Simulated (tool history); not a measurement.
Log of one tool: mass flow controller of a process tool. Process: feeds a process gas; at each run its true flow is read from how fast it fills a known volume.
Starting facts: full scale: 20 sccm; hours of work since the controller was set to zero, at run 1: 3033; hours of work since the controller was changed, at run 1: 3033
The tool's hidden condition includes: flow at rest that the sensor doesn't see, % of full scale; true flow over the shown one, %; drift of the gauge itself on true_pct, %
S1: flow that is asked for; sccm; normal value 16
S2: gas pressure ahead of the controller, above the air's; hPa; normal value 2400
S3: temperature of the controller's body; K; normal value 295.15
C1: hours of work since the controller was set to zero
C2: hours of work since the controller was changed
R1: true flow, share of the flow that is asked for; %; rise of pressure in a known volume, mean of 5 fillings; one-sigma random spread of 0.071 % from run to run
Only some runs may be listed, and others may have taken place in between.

run 1 hour=0 | S1=16 S2=2400 S3=295.15 | C1=3033 C2=3033 | R1=99.91
run 2 hour=85 | S1=16 S2=2400 S3=295.15 | C1=3093 C2=3093 | R1=99.84
run 3 hour=143.6 | S1=16 S2=2400 S3=295.15 | C1=3135 C2=3135 | R1=99.99
run 4 hour=212 | S1=16 S2=2400 S3=295.15 | C1=3184 C2=3184 | R1=99.91
run 5 hour=335.1 | S1=16 S2=2400 S3=295.15 | C1=3271 C2=3271 | R1=100.19
run 6 hour=446.4 | S1=16 S2=1600 S3=295.15 | C1=3351 C2=3351 | R1=100.24
run 7 hour=580.2 | S1=16 S2=1590 S3=295.15 | C1=3446 C2=3446 | R1=100.45
run 8 hour=659.6 | S1=16 S2=2400 S3=295.15 | C1=3502 C2=3502 | R1=100.17
run 9 hour=779.9 | S1=16 S2=2400 S3=295.15 | C1=3588 C2=3588 | R1=100.25
run 10 hour=845.3 | S1=16 S2=2710 S3=295.15 | C1=3635 C2=3635 | R1=100.36
run 11 hour=927.4 | S1=16 S2=2710 S3=305.15 | C1=3693 C2=3693 | R1=99.68
run 12 hour=1035.7 | S1=16 S2=2710 S3=305.15 | C1=3770 C2=3770 | R1=99.78
run 13 hour=1120 | S1=3 S2=2400 S3=295.15 | C1=3830 C2=3830 | R1=99.41
run 14 hour=1226.8 | S1=9 S2=2400 S3=295.15 | C1=3906 C2=3906 | R1=100.02
run 15 hour=1356.5 | S1=9 S2=2400 S3=295.15 | C1=3999 C2=3999 | R1=100.01
run 16 hour=1480.5 | S1=9 S2=1720 S3=295.15 | C1=4087 C2=4087 | R1=100.27
run 17 hour=1599.3 | S1=9 S2=1720 S3=295.15 | C1=4171 C2=4171 | R1=100.31
run 18 hour=1697.1 | S1=9 S2=1720 S3=295.15 | C1=4241 C2=4241 | R1=100.46
run 19 hour=1795.6 | S1=9 S2=1720 S3=295.15 | C1=4311 C2=4311 | R1=100.55
run 20 hour=1898 | S1=9 S2=1720 S3=295.15 | C1=4384 C2=4384 | R1=100.53
run 21 hour=2003.9 | S1=6 S2=2400 S3=295.15 | C1=4459 C2=4459 | R1=100.24
-- hour=2075.1 gauge calibrated
run 22 hour=2093.8 | S1=7 S2=2400 S3=295.15 | C1=4523 C2=4523 | R1=99.09
run 23 hour=2200 | S1=7 S2=2400 S3=295.15 | C1=4599 C2=4599 | R1=99.16
run 24 hour=2300.2 | S1=7 S2=2400 S3=295.15 | C1=4670 C2=4670 | R1=99.22
run 25 hour=2432.9 | S1=16 S2=2400 S3=295.15 | C1=4765 C2=4765 | R1=100.05
run 26 hour=2536.5 | S1=16 S2=1690 S3=298.15 | C1=4839 C2=4839 | R1=99.97
run 27 hour=2636.8 | S1=3 S2=1690 S3=312.15 | C1=4910 C2=4910 | R1=97.9
run 28 hour=2733.6 | S1=3 S2=1690 S3=312.15 | C1=4979 C2=4979 | R1=97.92
run 29 hour=2802.2 | S1=12 S2=2660 S3=295.15 | C1=5028 C2=5028 | R1=100
run 30 hour=2926.4 | S1=8 S2=2270 S3=295.15 | C1=5116 C2=5116 | R1=99.72
run 31 hour=3037.2 | S1=4 S2=1560 S3=295.15 | C1=5195 C2=5195 | R1=99.61
run 32 hour=3136.3 | S1=12 S2=2400 S3=302.15 | C1=5266 C2=5266 | R1=99.76
run 33 hour=3215.8 | S1=12 S2=2400 S3=302.15 | C1=5322 C2=5322 | R1=99.63
run 34 hour=3321.9 | S1=5 S2=1650 S3=294.15 | C1=5398 C2=5398 | R1=99.92
run 35 hour=3450.7 | S1=5 S2=1650 S3=294.15 | C1=5489 C2=5489 | R1=99.97
run 36 hour=3542.3 | S1=5 S2=1650 S3=294.15 | C1=5555 C2=5555 | R1=100.15
run 37 hour=3673 | S1=16 S2=2320 S3=293.15 | C1=5648 C2=5648 | R1=101.14
run 38 hour=3788.5 | S1=2 S2=2320 S3=306.15 | C1=5730 C2=5730 | R1=99
run 39 hour=3909.1 | S1=12 S2=2170 S3=295.15 | C1=5816 C2=5816 | R1=100.71
run 40 hour=4028.2 | S1=15 S2=1680 S3=305.15 | C1=5901 C2=5901 | R1=100.33
run 41 hour=4106.3 | S1=15 S2=2360 S3=295.15 | C1=5956 C2=5956 | R1=101.12
run 42 hour=4160.5 | S1=15 S2=2360 S3=295.15 | C1=5995 C2=5995 | R1=101.1
run 43 hour=4294.5 | S1=3 S2=2400 S3=295.15 | C1=6090 C2=6090 | R1=100.24
run 44 hour=4392.8 | S1=3 S2=2400 S3=295.15 | C1=6160 C2=6160 | R1=100.32
run 45 hour=4525.7 | S1=3 S2=2290 S3=295.15 | C1=6255 C2=6255 | R1=100.46
run 46 hour=4598 | S1=16 S2=2400 S3=294.15 | C1=6306 C2=6306 | R1=101.64
run 47 hour=4700.6 | S1=16 S2=2400 S3=294.15 | C1=6379 C2=6379 | R1=101.67
run 48 hour=4764.1 | S1=7 S2=2340 S3=299.15 | C1=6425 C2=6425 | R1=100.54
run 49 hour=4858 | S1=7 S2=2340 S3=299.15 | C1=6491 C2=6491 | R1=100.6

Here are 3 independent what-if runs from the current tool condition. What would each one return?
run A hour=4981.6 | S1=16 S2=2030 S3=295.15 | C1=6579 C2=6579 | R1=?
run B hour=4981.6 | S1=7 S2=2340 S3=294.15 | C1=6579 C2=6579 | R1=?
run C hour=4981.6 | S1=2 S2=2400 S3=302.15 | C1=6579 C2=6579 | R1=?

run=A R1=101.85
run=B R1=101.08
run=C R1=99.94
Without the tool's hidden state the same runs would have given:
run=A R1=99.9
run=B R1=99.13
run=C R1=97.98

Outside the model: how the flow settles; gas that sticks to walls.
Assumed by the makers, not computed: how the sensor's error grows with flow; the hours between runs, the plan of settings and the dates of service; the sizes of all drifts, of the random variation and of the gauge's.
